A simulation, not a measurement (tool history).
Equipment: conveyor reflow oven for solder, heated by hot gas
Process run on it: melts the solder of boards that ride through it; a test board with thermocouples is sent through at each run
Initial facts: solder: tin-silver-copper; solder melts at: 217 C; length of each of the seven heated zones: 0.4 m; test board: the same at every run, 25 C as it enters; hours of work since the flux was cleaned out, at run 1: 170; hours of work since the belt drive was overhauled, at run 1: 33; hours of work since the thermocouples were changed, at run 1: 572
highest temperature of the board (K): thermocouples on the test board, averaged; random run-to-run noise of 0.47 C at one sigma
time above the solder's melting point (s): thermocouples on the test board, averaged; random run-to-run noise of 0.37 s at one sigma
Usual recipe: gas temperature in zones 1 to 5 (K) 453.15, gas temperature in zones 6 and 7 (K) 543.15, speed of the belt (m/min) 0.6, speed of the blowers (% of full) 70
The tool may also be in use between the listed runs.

run	hour	gas temperature in zones 1 to 5 (K)	gas temperature in zones 6 and 7 (K)	speed of the belt (m/min)	speed of the blowers (% of full)	hours of work since the flux was cleaned out	hours of work since the belt drive was overhauled	hours of work since the thermocouples were changed	highest temperature of the board (K)	time above the solder's melting point (s)
1	0	453.15	543.15	0.6	70	170	33	572	526.05	62.8
2	8.1	453.15	543.15	0.6	70	174	37	576	526.05	62.4
3	16.8	453.15	543.15	0.6	70	178	42	580	525.45	62.3
4	22.7	453.15	554.15	0.6	70	181	44	583	536.45	69.2
5	30.6	453.15	543.15	0.54	70	185	48	587	528.15	72.1
6	38.3	453.15	543.15	0.54	70	189	52	591	529.75	72.8
7	49.7	453.15	543.15	0.54	70	194	58	596	529.05	72.4
8	61	453.15	543.15	0.54	70	200	63	602	528.95	72.2
9	71.9	453.15	543.15	0.54	70	205	69	607	529.35	73.1
10	79	453.15	543.15	0.6	59	209	72	611	522.65	59.1
11	85.5	453.15	543.15	0.651	59	212	75	614	519.25	51.1
12	91.9	453.15	543.15	0.651	59	215	78	617	517.75	50.4
13	98.7	453.15	543.15	0.651	59	218	82	620	519.65	50.6
14	109.5	453.15	543.15	0.651	59	224	87	625	518.95	50.4
15	119.3	453.15	543.15	0.651	59	228	92	630	519.55	50.4
16	128.5	450.15	543.15	0.6	81	233	96	635	526.15	62.3
17	140.3	465.15	543.15	0.505	70	239	102	641	532.05	86.8
18	149.1	457.15	556.15	0.627	72	243	106	645	536.35	67.5
19	159.4	444.15	554.15	0.627	72	248	111	650	532.35	60.1
20	169.1	444.15	554.15	0.627	72	253	116	655	531.55	60.4

Run 21 comes next. What will it give?
21	177.9	460.15	542.15	0.6	70	257	121	659	?	?

{"run 21": {"highest temperature of the board (K)": 525.05, "time above the solder's melting point (s)": 65.3}}
Minus the tool's unlogged condition, the same run would have read highest temperature of the board (K) 527.75, time above the solder's melting point (s) 67.5.
